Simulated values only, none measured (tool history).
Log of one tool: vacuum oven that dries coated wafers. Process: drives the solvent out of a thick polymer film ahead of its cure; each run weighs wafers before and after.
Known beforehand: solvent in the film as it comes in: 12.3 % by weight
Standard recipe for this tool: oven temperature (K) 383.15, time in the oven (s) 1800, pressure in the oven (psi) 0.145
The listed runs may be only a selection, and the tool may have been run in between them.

| run | day | oven temperature (K) | time in the oven (s) | pressure in the oven (psi) | solvent left in the film (%) |
|---|---|---|---|---|---|
| 1 | 0 | 383.15 | 1800 | 0.145 | 1.4 |
| 2 | 0.362 | 383.15 | 1800 | 0.145 | 1.45 |
| 3 | 0.683 | 383.15 | 1800 | 0.145 | 1.41 |
| 4 | 1.292 | 383.15 | 1800 | 0.145 | 1.41 |
| 5 | 1.921 | 392.15 | 1800 | 0.145 | 0.86 |
| 6 | 2.233 | 392.15 | 1800 | 0.145 | 0.84 |
| 7 | 2.867 | 392.15 | 1800 | 0.145 | 0.84 |
| 8 | 3.138 | 373.15 | 1800 | 0.145 | 2.4 |
| 9 | 3.425 | 373.15 | 1800 | 0.145 | 2.52 |
| 10 | 3.742 | 373.15 | 1800 | 0.145 | 2.51 |
| 11 | 4.258 | 383.15 | 3180 | 0.145 | 1.01 |
| 12 | 4.604 | 383.15 | 3180 | 0.229 | 1.43 |
| 13 | 5.158 | 391.15 | 3180 | 0.229 | 1.14 |
| 14 | 5.721 | 391.15 | 3180 | 0.229 | 1.11 |
| 15 | 6.133 | 381.15 | 3180 | 0.229 | 1.62 |
| 16 | 6.492 | 381.15 | 3180 | 0.229 | 1.73 |
| 17 | 7.058 | 381.15 | 3180 | 0.229 | 1.64 |
| 18 | 7.362 | 383.15 | 1800 | 0.145 | 1.38 |
| 19 | 7.7 | 383.15 | 1800 | 0.145 | 1.34 |
| 20 | 8.167 | 383.15 | 1800 | 0.145 | 1.53 |
| 21 | 8.425 | 383.15 | 1800 | 0.145 | 1.5 |
| 22 | 8.817 | 374.15 | 1800 | 0.145 | 2.35 |
| 23 | 9.267 | 374.15 | 2520 | 0.145 | 1.82 |
| 24 | 9.883 | 374.15 | 2520 | 0.145 | 1.79 |
| 25 | 10.525 | 387.15 | 1800 | 0.145 | 1.11 |
| 26 | 11.025 | 390.15 | 1800 | 0.492 | 2.61 |
| 27 | 11.512 | 372.15 | 1320 | 0.445 | 5.59 |
| 28 | 11.825 | 372.15 | 1320 | 0.116 | 3.29 |
| 29 | 12.35 | 379.15 | 2820 | 0.267 | 2.14 |
| 30 | 12.875 | 396.15 | 3120 | 0.145 | 0.66 |
| 31 | 13.467 | 386.15 | 1020 | 0.229 | 2.62 |
| 32 | 13.921 | 386.15 | 1020 | 0.229 | 2.54 |
| 33 | 14.338 | 386.15 | 1020 | 0.229 | 2.53 |
| 34 | 14.6 | 389.15 | 2220 | 0.145 | 0.97 |
| 35 | 15.112 | 369.15 | 1080 | 0.113 | 4.28 |
| 36 | 15.746 | 387.15 | 1980 | 0.532 | 3.01 |
| 37 | 16.129 | 390.15 | 1800 | 0.495 | 2.51 |
| 38 | 16.767 | 390.15 | 1800 | 0.495 | 2.43 |
| 39 | 17.254 | 369.15 | 1800 | 0.252 | 4.01 |
| 40 | 17.871 | 383.15 | 1200 | 0.207 | 2.48 |
| 41 | 18.379 | 383.15 | 1200 | 0.207 | 2.54 |
| 42 | 18.875 | 379.15 | 1860 | 0.22 | 2.22 |
| 43 | 19.492 | 373.15 | 1800 | 0.335 | 3.91 |
| 44 | 20.042 | 383.15 | 1200 | 0.345 | 3.19 |
| 45 | 20.412 | 383.15 | 2580 | 0.145 | 1.07 |
| 46 | 20.725 | 383.15 | 2580 | 0.232 | 1.62 |

Same runs, no hidden state in the tool, same run-to-run variation:
Unlogged tool condition in this case: true wafer temperature over the reading, C; true pressure over the reading, kPa; drift of the gauge itself on solvent_pct, %.
| run | solvent left in the film (%) |
|---|---|
| 1 | 1.34 |
| 2 | 1.39 |
| 3 | 1.35 |
| 4 | 1.35 |
| 5 | 0.81 |
| 6 | 0.79 |
| 7 | 0.78 |
| 8 | 2.33 |
| 9 | 2.45 |
| 10 | 2.44 |
| 11 | 0.92 |
| 12 | 1.35 |
| 13 | 1.07 |
| 14 | 1.04 |
| 15 | 1.53 |
| 16 | 1.64 |
| 17 | 1.54 |
| 18 | 1.31 |
| 19 | 1.27 |
| 20 | 1.45 |
| 21 | 1.42 |
| 22 | 2.27 |
| 23 | 1.69 |
| 24 | 1.67 |
| 25 | 1.02 |
| 26 | 2.56 |
| 27 | 5.55 |
| 28 | 3.22 |
| 29 | 2.03 |
| 30 | 0.57 |
| 31 | 2.59 |
| 32 | 2.51 |
| 33 | 2.5 |
| 34 | 0.87 |
| 35 | 4.21 |
| 36 | 2.95 |
| 37 | 2.45 |
| 38 | 2.37 |
| 39 | 3.91 |
| 40 | 2.43 |
| 41 | 2.48 |
| 42 | 2.12 |
| 43 | 3.82 |
| 44 | 3.15 |
| 45 | 0.93 |
| 46 | 1.49 |

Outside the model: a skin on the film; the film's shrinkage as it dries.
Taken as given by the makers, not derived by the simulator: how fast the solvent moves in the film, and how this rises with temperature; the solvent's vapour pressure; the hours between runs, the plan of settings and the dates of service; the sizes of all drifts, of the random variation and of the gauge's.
